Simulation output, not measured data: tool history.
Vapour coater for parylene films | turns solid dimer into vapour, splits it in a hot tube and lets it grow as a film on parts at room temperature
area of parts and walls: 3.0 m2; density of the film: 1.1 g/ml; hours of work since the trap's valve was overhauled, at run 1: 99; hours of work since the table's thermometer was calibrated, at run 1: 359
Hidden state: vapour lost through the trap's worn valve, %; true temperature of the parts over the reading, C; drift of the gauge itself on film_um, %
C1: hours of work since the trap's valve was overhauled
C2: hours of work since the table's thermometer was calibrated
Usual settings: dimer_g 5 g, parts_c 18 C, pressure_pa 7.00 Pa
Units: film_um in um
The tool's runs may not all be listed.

{"run": 1, "day": 0.0, "dimer_g": 5, "parts_c": 18, "pressure_pa": 7.0, "C1": 99, "C2": 359, "film_um": 0.82}
{"run": 2, "day": 0.546, "dimer_g": 5, "parts_c": 18, "pressure_pa": 7.0, "C1": 111, "C2": 371, "film_um": 0.77}
{"run": 3, "day": 1.3, "dimer_g": 5, "parts_c": 18, "pressure_pa": 2.99, "C1": 127, "C2": 388, "film_um": 0.84}
{"run": 4, "day": 2.008, "dimer_g": 5, "parts_c": 17, "pressure_pa": 7.0, "C1": 142, "C2": 403, "film_um": 0.85}
{"run": 5, "day": 2.696, "dimer_g": 5, "parts_c": 17, "pressure_pa": 7.0, "C1": 157, "C2": 418, "film_um": 0.8}
{"run": 6, "day": 3.367, "dimer_g": 5, "parts_c": 17, "pressure_pa": 7.0, "C1": 171, "C2": 432, "film_um": 0.84}
{"run": 7, "day": 4.154, "dimer_g": 5, "parts_c": 18, "pressure_pa": 7.0, "C1": 188, "C2": 449, "film_um": 0.81}
{"run": 8, "day": 4.967, "dimer_g": 5, "parts_c": 18, "pressure_pa": 7.0, "C1": 206, "C2": 467, "film_um": 0.77}
{"run": 9, "day": 5.562, "dimer_g": 6, "parts_c": 18, "pressure_pa": 7.0, "C1": 219, "C2": 480, "film_um": 0.94}
{"run": 10, "day": 6.096, "dimer_g": 3, "parts_c": 18, "pressure_pa": 7.0, "C1": 230, "C2": 491, "film_um": 0.47}
{"run": 11, "day": 6.908, "dimer_g": 3, "parts_c": 18, "pressure_pa": 7.0, "C1": 248, "C2": 509, "film_um": 0.48}
{"run": 12, "day": 7.321, "dimer_g": 3, "parts_c": 18, "pressure_pa": 7.0, "C1": 257, "C2": 517, "film_um": 0.48}
{"run": 13, "day": 7.804, "dimer_g": 5, "parts_c": 18, "pressure_pa": 8.54, "C1": 267, "C2": 528, "film_um": 0.77}
{"run": 14, "day": 8.404, "dimer_g": 5, "parts_c": 18, "pressure_pa": 7.0, "C1": 280, "C2": 541, "film_um": 0.73}
{"run": 15, "day": 8.804, "dimer_g": 5, "parts_c": 18, "pressure_pa": 7.0, "C1": 289, "C2": 550, "film_um": 0.74}
{"run": 16, "day": 9.438, "dimer_g": 5, "parts_c": 18, "pressure_pa": 7.0, "C1": 302, "C2": 563, "film_um": 0.73}
{"run": 17, "day": 10.154, "dimer_g": 5, "parts_c": 18, "pressure_pa": 7.0, "C1": 318, "C2": 579, "film_um": 0.74}
{"run": 18, "day": 10.917, "dimer_g": 5, "parts_c": 18, "pressure_pa": 7.0, "C1": 334, "C2": 595, "film_um": 0.75}
{"day": 11.383, "done": "trap's valve overhauled"}
{"run": 19, "day": 11.829, "dimer_g": 5, "parts_c": 18, "pressure_pa": 7.0, "C1": 10, "C2": 611, "film_um": 0.84}
{"run": 20, "day": 12.525, "dimer_g": 5, "parts_c": 22, "pressure_pa": 7.0, "C1": 25, "C2": 626, "film_um": 0.7}
{"run": 21, "day": 13.392, "dimer_g": 5, "parts_c": 22, "pressure_pa": 7.0, "C1": 43, "C2": 645, "film_um": 0.73}
{"run": 22, "day": 13.775, "dimer_g": 5, "parts_c": 18, "pressure_pa": 7.0, "C1": 52, "C2": 653, "film_um": 0.81}
{"run": 23, "day": 14.375, "dimer_g": 5, "parts_c": 18, "pressure_pa": 7.0, "C1": 65, "C2": 666, "film_um": 0.81}
{"run": 24, "day": 15.083, "dimer_g": 5, "parts_c": 18, "pressure_pa": 7.0, "C1": 80, "C2": 681, "film_um": 0.84}
{"run": 25, "day": 15.675, "dimer_g": 5, "parts_c": 20, "pressure_pa": 7.39, "C1": 93, "C2": 694, "film_um": 0.75}
{"run": 26, "day": 16.058, "dimer_g": 3, "parts_c": 20, "pressure_pa": 7.39, "C1": 101, "C2": 703, "film_um": 0.42}
{"run": 27, "day": 16.646, "dimer_g": 3, "parts_c": 20, "pressure_pa": 7.39, "C1": 114, "C2": 715, "film_um": 0.43}
{"run": 28, "day": 17.183, "dimer_g": 7, "parts_c": 10, "pressure_pa": 5.97, "C1": 125, "C2": 727, "film_um": 1.56}
{"run": 29, "day": 17.754, "dimer_g": 7, "parts_c": 10, "pressure_pa": 5.97, "C1": 138, "C2": 739, "film_um": 1.56}
{"run": 30, "day": 18.458, "dimer_g": 7, "parts_c": 10, "pressure_pa": 5.97, "C1": 153, "C2": 754, "film_um": 1.57}
{"run": 31, "day": 19.079, "dimer_g": 7, "parts_c": 10, "pressure_pa": 5.97, "C1": 166, "C2": 768, "film_um": 1.55}
{"run": 32, "day": 19.692, "dimer_g": 7, "parts_c": 10, "pressure_pa": 5.97, "C1": 179, "C2": 781, "film_um": 1.5}
{"run": 33, "day": 20.296, "dimer_g": 7, "parts_c": 10, "pressure_pa": 5.97, "C1": 192, "C2": 794, "film_um": 1.48}
{"run": 34, "day": 20.812, "dimer_g": 5, "parts_c": 10, "pressure_pa": 5.97, "C1": 204, "C2": 805, "film_um": 1.1}
{"run": 35, "day": 21.346, "dimer_g": 5, "parts_c": 15, "pressure_pa": 9.03, "C1": 215, "C2": 817, "film_um": 0.85}
{"run": 36, "day": 22.15, "dimer_g": 5, "parts_c": 17, "pressure_pa": 5.53, "C1": 232, "C2": 834, "film_um": 0.79}
{"run": 37, "day": 22.833, "dimer_g": 5, "parts_c": 17, "pressure_pa": 5.53, "C1": 247, "C2": 849, "film_um": 0.76}
{"run": 38, "day": 23.704, "dimer_g": 4, "parts_c": 17, "pressure_pa": 2.55, "C1": 266, "C2": 868, "film_um": 0.64}
{"run": 39, "day": 24.475, "dimer_g": 4, "parts_c": 17, "pressure_pa": 2.55, "C1": 283, "C2": 884, "film_um": 0.65}
{"run": 40, "day": 25.05, "dimer_g": 7, "parts_c": 19, "pressure_pa": 2.66, "C1": 295, "C2": 897, "film_um": 1.05}
{"run": 41, "day": 25.462, "dimer_g": 6, "parts_c": 25, "pressure_pa": 8.05, "C1": 304, "C2": 906, "film_um": 0.64}
{"run": 42, "day": 26.079, "dimer_g": 6, "parts_c": 25, "pressure_pa": 8.05, "C1": 317, "C2": 919, "film_um": 0.65}
{"run": 43, "day": 26.583, "dimer_g": 2, "parts_c": 18, "pressure_pa": 7.0, "C1": 328, "C2": 930, "film_um": 0.26}
{"run": 44, "day": 27.038, "dimer_g": 4, "parts_c": 20, "pressure_pa": 3.59, "C1": 338, "C2": 940, "film_um": 0.54}
{"day": 27.362, "done": "trap's valve overhauled"}
{"run": 45, "day": 27.608, "dimer_g": 5, "parts_c": 11, "pressure_pa": 7.0, "C1": 5, "C2": 948, "film_um": 1.1}
{"run": 46, "day": 28.492, "dimer_g": 3, "parts_c": 22, "pressure_pa": 7.0, "C1": 24, "C2": 967, "film_um": 0.41}
{"run": 47, "day": 28.967, "dimer_g": 3, "parts_c": 18, "pressure_pa": 5.45, "C1": 35, "C2": 978, "film_um": 0.49}
{"run": 48, "day": 29.354, "dimer_g": 4, "parts_c": 18, "pressure_pa": 4.16, "C1": 43, "C2": 986, "film_um": 0.62}

Forecast each of these 3 alternatives for the next run:
{"run": "A", "day": 30.2, "dimer_g": 4, "parts_c": 25, "pressure_pa": 8.91, "C1": 61, "C2": 1004, "film_um": "?"}
{"run": "B", "day": 30.2, "dimer_g": 8, "parts_c": 14, "pressure_pa": 11.31, "C1": 61, "C2": 1004, "film_um": "?"}
{"run": "C", "day": 30.2, "dimer_g": 4, "parts_c": 18, "pressure_pa": 3.33, "C1": 61, "C2": 1004, "film_um": "?"}

run=A film_um=0.51
run=B film_um=1.43
run=C film_um=0.66
Without the tool's hidden state the same runs would have given:
run=A film_um=0.55
run=B film_um=1.55
run=C film_um=0.72
